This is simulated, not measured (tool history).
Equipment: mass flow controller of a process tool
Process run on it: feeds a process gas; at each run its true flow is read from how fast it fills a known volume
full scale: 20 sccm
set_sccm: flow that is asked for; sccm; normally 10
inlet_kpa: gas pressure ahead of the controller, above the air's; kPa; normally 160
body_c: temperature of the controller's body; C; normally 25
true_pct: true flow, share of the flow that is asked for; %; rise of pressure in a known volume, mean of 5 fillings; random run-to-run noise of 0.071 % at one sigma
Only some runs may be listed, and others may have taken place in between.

run    hour  set_sccm  inlet_kpa  body_c  true_pct
  1     0.0        10        160      25     99.55
  2   380.8        10        160      25     99.57
      547.9  -- controller's zero set anew
  3   587.4        10        160      25     99.38
  4   812.2        18        160      25    100.05
  5  1049.5        18        160      25    100.19
  6  1327.4        18        160      25    100.17
  7  1519.8        15        140      36    101.16
  8  1828.4        15        140      34    101.01

For run 9, what comes out?
  9  2144.5         2        231      25         ?

{"run 9": {"true_pct": 98.9}}
Had the tool carried no hidden state, the very same run would have given true_pct 98.67 %.

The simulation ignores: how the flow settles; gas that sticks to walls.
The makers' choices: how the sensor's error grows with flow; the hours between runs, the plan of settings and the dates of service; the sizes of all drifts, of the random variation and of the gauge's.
